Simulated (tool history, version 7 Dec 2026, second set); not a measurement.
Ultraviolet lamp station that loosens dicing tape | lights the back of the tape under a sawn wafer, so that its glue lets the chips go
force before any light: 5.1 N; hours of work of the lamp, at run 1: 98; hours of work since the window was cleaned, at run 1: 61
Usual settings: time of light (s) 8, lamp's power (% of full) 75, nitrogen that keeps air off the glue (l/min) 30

| run | hour | time of light (s) | lamp's power (% of full) | nitrogen that keeps air off the glue (l/min) | hours of work of the lamp | hours of work since the window was cleaned | force that peels the tape off (N) | light that reached the tape (mJ/cm2) |
|---|---|---|---|---|---|---|---|---|
| 1 | 0.0 | 8 | 75 | 30 | 98 | 61 | 0.502 | 353 |
| 2 | 18.9 | 8 | 75 | 46 | 110 | 73 | 0.376 | 343 |
| 3 | 35.1 | 8 | 75 | 46 | 121 | 83 | 0.384 | 344 |
| 4 | 53.8 | 8 | 75 | 46 | 133 | 96 | 0.364 | 346 |
| 5 | 79.8 | 8 | 75 | 38 | 150 | 113 | 0.421 | 342 |
| 6 | 92.4 | 8 | 75 | 30 | 158 | 121 | 0.554 | 338 |
| 7 | 112.0 | 7 | 75 | 30 | 171 | 134 | 0.676 | 294 |
| 8 | 131.9 | 8 | 75 | 30 | 184 | 147 | 0.545 | 332 |
| 9 | 155.5 | 8 | 75 | 30 | 200 | 162 | 0.564 | 330 |
| 10 | 169.4 | 8 | 75 | 30 | 209 | 171 | 0.559 | 327 |
| 11 | 185.4 | 8 | 75 | 30 | 219 | 181 | 0.569 | 322 |
| 12 | 197.1 | 8 | 75 | 30 | 227 | 189 | 0.559 | 320 |
| 13 | 219.5 | 8 | 75 | 30 | 241 | 204 | 0.584 | 324 |
| 14 | 245.0 | 9 | 83 | 30 | 258 | 220 | 0.398 | 398 |
|  | 247.4 | window cleaned of glue's vapour |
| 15 | 267.6 | 13 | 83 | 22 | 272 | 13 | 0.257 | 562 |
| 16 | 290.5 | 4 | 75 | 35 | 287 | 28 | 1.541 | 154 |
| 17 | 303.7 | 5 | 93 | 59 | 296 | 37 | 0.626 | 239 |
| 18 | 325.7 | 5 | 93 | 59 | 310 | 51 | 0.650 | 232 |
| 19 | 353.3 | 9 | 74 | 25 | 328 | 69 | 0.622 | 333 |
|  | 370.8 | window cleaned of glue's vapour, once more |
| 20 | 381.0 | 12 | 74 | 47 | 346 | 7 | 0.225 | 461 |
| 21 | 403.9 | 8 | 77 | 54 | 361 | 22 | 0.382 | 314 |
| 22 | 421.7 | 12 | 75 | 28 | 372 | 33 | 0.304 | 457 |
| 23 | 436.9 | 12 | 75 | 28 | 382 | 43 | 0.326 | 454 |

4 ways to go on from here, each from the tool as it stands after run 23. What would each give?
| A | 451.7 | 7 | 88 | 24 | 392 | 53 | ? | ? |
| B | 451.7 | 8 | 75 | 14 | 392 | 53 | ? | ? |
| C | 451.7 | 8 | 89 | 20 | 392 | 53 | ? | ? |
| D | 451.7 | 8 | 62 | 41 | 392 | 53 | ? | ? |

| run | force that peels the tape off (N) | light that reached the tape (mJ/cm2) |
|---|---|---|
| A | 0.753 | 312 |
| B | 1.142 | 297 |
| C | 0.650 | 357 |
| D | 0.754 | 250 |
Without the tool's hidden state the same runs would have given:
| run | force that peels the tape off (N) | light that reached the tape (mJ/cm2) |
|---|---|---|
| A | 0.518 | 384 |
| B | 0.828 | 367 |
| C | 0.438 | 441 |
| D | 0.515 | 309 |
